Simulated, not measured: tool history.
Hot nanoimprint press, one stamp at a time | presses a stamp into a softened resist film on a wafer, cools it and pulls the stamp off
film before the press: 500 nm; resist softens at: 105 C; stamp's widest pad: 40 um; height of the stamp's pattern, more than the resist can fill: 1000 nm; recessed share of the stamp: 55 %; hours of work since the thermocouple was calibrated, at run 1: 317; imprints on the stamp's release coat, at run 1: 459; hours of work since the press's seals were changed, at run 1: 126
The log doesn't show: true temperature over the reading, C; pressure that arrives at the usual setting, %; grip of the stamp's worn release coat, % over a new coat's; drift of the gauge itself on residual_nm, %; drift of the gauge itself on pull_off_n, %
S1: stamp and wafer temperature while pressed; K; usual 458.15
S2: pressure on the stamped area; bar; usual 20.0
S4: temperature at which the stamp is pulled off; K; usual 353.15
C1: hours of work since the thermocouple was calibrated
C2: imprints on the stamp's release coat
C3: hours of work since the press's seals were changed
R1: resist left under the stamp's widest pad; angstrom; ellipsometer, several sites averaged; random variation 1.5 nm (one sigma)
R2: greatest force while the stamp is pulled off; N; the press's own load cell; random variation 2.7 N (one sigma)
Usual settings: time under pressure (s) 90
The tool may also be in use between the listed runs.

Run 1, hour 0.0: usual settings; C1 317; C2 459; C3 126. Result: R1 2731 angstrom, R2 136 N.
Run 2, hour 5.7: usual settings but time under pressure (s) 95; C1 320; C2 473; C3 128. Result: R1 2685 angstrom, R2 134 N.
Run 3, hour 12.3: usual settings; C1 323; C2 489; C3 131. Result: R1 2718 angstrom, R2 128 N.
Run 4, hour 21.2: usual settings; C1 327; C2 512; C3 135. Result: R1 2712 angstrom, R2 137 N.
Run 5, hour 32.5: usual settings; C1 332; C2 540; C3 141. Result: R1 2687 angstrom, R2 140 N.
Run 6, hour 45.4: usual settings; C1 338; C2 572; C3 147. Result: R1 2690 angstrom, R2 139 N.
Run 7, hour 51.6: usual settings; C1 341; C2 587; C3 150. Result: R1 2694 angstrom, R2 140 N.
Run 8, hour 59.9: usual settings; C1 345; C2 608; C3 153. Result: R1 2694 angstrom, R2 137 N.
Run 9, hour 67.4: usual settings; C1 348; C2 627; C3 157. Result: R1 2696 angstrom, R2 137 N.
Run 10, hour 74.1: usual settings; C1 351; C2 643; C3 160. Result: R1 2713 angstrom, R2 143 N.
Run 11, hour 85.2: usual settings; C1 357; C2 671; C3 165. Result: R1 2703 angstrom, R2 143 N.
Run 12, hour 93.8: usual settings; C1 361; C2 692; C3 169. Result: R1 2706 angstrom, R2 146 N.
Run 13, hour 101.2: usual settings but S4 350.15 K; C1 364; C2 711; C3 173. Result: R1 2698 angstrom, R2 145 N.
Run 14, hour 108.4: usual settings but S4 350.15 K; C1 367; C2 729; C3 176. Result: R1 2703 angstrom, R2 148 N.
Run 15, hour 119.9: usual settings but S4 354.15 K; C1 373; C2 757; C3 181. Result: R1 2700 angstrom, R2 142 N.
Run 16, hour 127.0: usual settings but S4 354.15 K; C1 376; C2 775; C3 184. Result: R1 2680 angstrom, R2 139 N.
Run 17, hour 138.8: usual settings but S1 464.15 K, S4 354.15 K; C1 381; C2 804; C3 190. Result: R1 2290 angstrom, R2 152 N.
Run 18, hour 146.3: usual settings but S2 15.7 bar, time under pressure (s) 114, S4 350.15 K; C1 385; C2 823; C3 193. Result: R1 2711 angstrom, R2 156 N.
Run 19, hour 156.2: usual settings but S2 15.7 bar, time under pressure (s) 114, S4 350.15 K; C1 389; C2 848; C3 198. Result: R1 2720 angstrom, R2 156 N.
Run 20, hour 164.6: usual settings but S2 31.8 bar, time under pressure (s) 114, S4 355.15 K; C1 393; C2 869; C3 202. Result: R1 2047 angstrom, R2 146 N.
Run 21, hour 170.4: usual settings but S1 450.15 K, S2 20.1 bar, time under pressure (s) 120; C1 396; C2 883; C3 205. Result: R1 2999 angstrom, R2 152 N.
Run 22, hour 179.0: usual settings but time under pressure (s) 179, S4 352.15 K; C1 400; C2 905; C3 209. Result: R1 2062 angstrom, R2 148 N.
Run 23, hour 189.2: usual settings but S2 18.3 bar, time under pressure (s) 137, S4 352.15 K; C1 405; C2 930; C3 213. Result: R1 2365 angstrom, R2 148 N.
Run 24, hour 196.9: usual settings but S1 462.15 K, S2 27.2 bar; C1 408; C2 949; C3 217. Result: R1 2156 angstrom, R2 153 N.
Run 25, hour 208.7: usual settings but S1 468.15 K, S2 27.4 bar, time under pressure (s) 101; C1 414; C2 978; C3 222. Result: R1 1735 angstrom, R2 158 N.
Run 26, hour 220.4: usual settings but S1 459.15 K, S2 12.2 bar, time under pressure (s) 138, S4 350.15 K; C1 419; C2 1008; C3 228. Result: R1 2680 angstrom, R2 155 N.
Run 27, hour 229.8: usual settings but S2 16.6 bar, time under pressure (s) 154, S4 343.15 K; C1 424; C2 1031; C3 232. Result: R1 2363 angstrom, R2 166 N.
Run 28, hour 241.0: usual settings but time under pressure (s) 75; C1 429; C2 1059; C3 237. Result: R1 2845 angstrom, R2 153 N.
Run 29, hour 252.8: usual settings but S1 457.15 K, S2 25.9 bar, time under pressure (s) 75; C1 434; C2 1088; C3 243. Result: R1 2699 angstrom, R2 157 N.

Forecast each of these 3 alternatives for the next run:
Run A, hour 259.5: usual settings but S1 454.15 K, S2 12.5 bar, time under pressure (s) 75; C1 437; C2 1105; C3 246. Result: R1 ?, R2 ?.
Run B, hour 259.5: usual settings but S1 469.15 K, time under pressure (s) 66; C1 437; C2 1105; C3 246. Result: R1 ?, R2 ?.
Run C, hour 259.5: usual settings but S2 20.8 bar, time under pressure (s) 147, S4 351.15 K; C1 437; C2 1105; C3 246. Result: R1 ?, R2 ?.

run    R1   R2
  A  3562  149
  B  2258  161
  C  2211  159
Without the tool's hidden state the same runs would have given:
run    R1   R2
  A  3695  118
  B  2366  128
  C  2339  126
